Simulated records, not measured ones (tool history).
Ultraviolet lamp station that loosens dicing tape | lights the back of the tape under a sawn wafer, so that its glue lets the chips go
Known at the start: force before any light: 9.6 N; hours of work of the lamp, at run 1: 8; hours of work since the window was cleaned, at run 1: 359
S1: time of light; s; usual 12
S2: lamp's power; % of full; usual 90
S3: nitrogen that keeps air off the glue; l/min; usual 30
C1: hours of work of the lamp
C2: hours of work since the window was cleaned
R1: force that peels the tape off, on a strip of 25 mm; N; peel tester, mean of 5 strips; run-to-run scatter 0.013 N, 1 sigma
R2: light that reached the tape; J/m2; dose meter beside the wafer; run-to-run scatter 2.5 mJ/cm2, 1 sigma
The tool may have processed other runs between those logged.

| run | day | S1 | S2 | S3 | C1 | C2 | R1 | R2 |
|---|---|---|---|---|---|---|---|---|
| 1 | 0 | 12 | 90 | 30 | 8 | 359 | 0.702 | 2840 |
| 2 | 0.35 | 12 | 90 | 30 | 13 | 364 | 0.694 | 2870 |
| 3 | 0.808 | 12 | 90 | 30 | 20 | 371 | 0.655 | 2820 |
| 4 | 1.242 | 12 | 90 | 19 | 26 | 377 | 0.894 | 2780 |
| 5 | 1.529 | 12 | 90 | 19 | 30 | 381 | 0.921 | 2810 |
| 6 | 1.758 | 12 | 90 | 19 | 34 | 385 | 0.915 | 2740 |
| 7 | 2.146 | 12 | 90 | 45 | 39 | 391 | 0.585 | 2830 |
| 8 | 2.588 | 12 | 90 | 45 | 46 | 397 | 0.577 | 2780 |
| 9 | 2.908 | 12 | 90 | 30 | 51 | 402 | 0.69 | 2840 |
| 10 | 3.192 | 12 | 90 | 30 | 55 | 406 | 0.69 | 2740 |
| 11 | 3.471 | 12 | 90 | 30 | 59 | 410 | 0.699 | 2740 |
| 12 | 3.825 | 12 | 90 | 30 | 64 | 416 | 0.709 | 2760 |
| 13 | 4.233 | 12 | 70 | 30 | 71 | 422 | 1.175 | 2170 |
| 14 | 4.458 | 12 | 90 | 30 | 74 | 425 | 0.695 | 2760 |
| 15 | 4.9 | 12 | 79 | 30 | 80 | 432 | 0.95 | 2450 |
| 16 | 5.296 | 12 | 79 | 30 | 86 | 437 | 0.935 | 2420 |
| 17 | 5.558 | 14 | 79 | 30 | 90 | 441 | 0.694 | 2800 |
| 18 | 5.992 | 12 | 90 | 30 | 97 | 448 | 0.719 | 2740 |
| 19 | 6.404 | 12 | 90 | 30 | 103 | 454 | 0.727 | 2730 |
| 20 | 6.754 | 12 | 90 | 30 | 108 | 459 | 0.724 | 2690 |
| 21 | 7.242 | 12 | 90 | 30 | 115 | 466 | 0.728 | 2770 |
| 22 | 7.671 | 12 | 90 | 30 | 122 | 473 | 0.721 | 2730 |
| 23 | 8.104 | 23 | 90 | 13 | 128 | 479 | 0.347 | 5180 |
| 24 | 8.321 | 6 | 61 | 23 | 131 | 482 | 4.068 | 910 |
| 25 | 8.562 | 12 | 82 | 38 | 135 | 486 | 0.828 | 2460 |
| 26 | 8.95 | 11 | 64 | 57 | 141 | 492 | 1.299 | 1740 |
| 27 | 9.196 | 8 | 91 | 31 | 144 | 495 | 1.604 | 1770 |
| 28 | 9.596 | 14 | 72 | 35 | 150 | 501 | 0.825 | 2480 |
| 29 | 10.062 | 14 | 72 | 35 | 157 | 508 | 0.826 | 2500 |
| 30 | 10.342 | 23 | 70 | 30 | 161 | 513 | 0.36 | 4020 |
| 31 | 10.875 | 23 | 70 | 58 | 169 | 520 | 0.289 | 3920 |
| 32 | 11.321 | 14 | 84 | 58 | 176 | 527 | 0.488 | 2880 |
| 33 | 11.688 | 9 | 88 | 39 | 181 | 533 | 1.244 | 1930 |
| 34 | 12.112 | 9 | 88 | 39 | 188 | 539 | 1.311 | 1930 |
|  | 12.471 | window cleaned of glue's vapour |
| 35 | 12.662 | 6 | 64 | 36 | 196 | 3 | 3.311 | 1010 |
| 36 | 13.162 | 6 | 78 | 36 | 203 | 10 | 2.743 | 1190 |
| 37 | 13.392 | 9 | 71 | 36 | 206 | 14 | 1.755 | 1650 |
| 38 | 13.862 | 6 | 88 | 30 | 213 | 21 | 2.506 | 1360 |
| 39 | 14.258 | 6 | 75 | 30 | 219 | 27 | 2.943 | 1140 |
| 40 | 14.638 | 9 | 86 | 15 | 225 | 32 | 1.911 | 1940 |
| 41 | 15.042 | 16 | 67 | 49 | 231 | 38 | 0.581 | 2720 |
| 42 | 15.546 | 16 | 77 | 24 | 239 | 46 | 0.602 | 3110 |
| 43 | 15.792 | 13 | 96 | 12 | 242 | 49 | 0.937 | 3170 |

The logged runs with the hidden state left out (each run's random variation unchanged):
Hidden state present: lamp's light, % of a new lamp's; light that the window lets through, % of a clean one's; drift of the gauge itself on peel_n, %; drift of the gauge itself on dose_mj_cm2, %.
| run | R1 | R2 |
|---|---|---|
| 1 | 0.637 | 2980 |
| 2 | 0.627 | 3020 |
| 3 | 0.589 | 2970 |
| 4 | 0.801 | 2940 |
| 5 | 0.822 | 2980 |
| 6 | 0.814 | 2910 |
| 7 | 0.52 | 3000 |
| 8 | 0.509 | 2960 |
| 9 | 0.605 | 3030 |
| 10 | 0.603 | 2930 |
| 11 | 0.61 | 2930 |
| 12 | 0.615 | 2960 |
| 13 | 1.024 | 2330 |
| 14 | 0.599 | 2980 |
| 15 | 0.816 | 2640 |
| 16 | 0.799 | 2610 |
| 17 | 0.59 | 3040 |
| 18 | 0.608 | 2980 |
| 19 | 0.611 | 2970 |
| 20 | 0.607 | 2930 |
| 21 | 0.607 | 3020 |
| 22 | 0.598 | 2990 |
| 23 | 0.302 | 5700 |
| 24 | 3.73 | 1010 |
| 25 | 0.678 | 2720 |
| 26 | 1.079 | 1920 |
| 27 | 1.346 | 1960 |
| 28 | 0.669 | 2750 |
| 29 | 0.666 | 2790 |
| 30 | 0.308 | 4480 |
| 31 | 0.259 | 4380 |
| 32 | 0.394 | 3220 |
| 33 | 1 | 2170 |
| 34 | 1.05 | 2170 |
| 35 | 3.082 | 1080 |
| 36 | 2.508 | 1280 |
| 37 | 1.559 | 1770 |
| 38 | 2.265 | 1470 |
| 39 | 2.687 | 1230 |
| 40 | 1.687 | 2110 |
| 41 | 0.493 | 2950 |
| 42 | 0.507 | 3380 |
| 43 | 0.787 | 3460 |
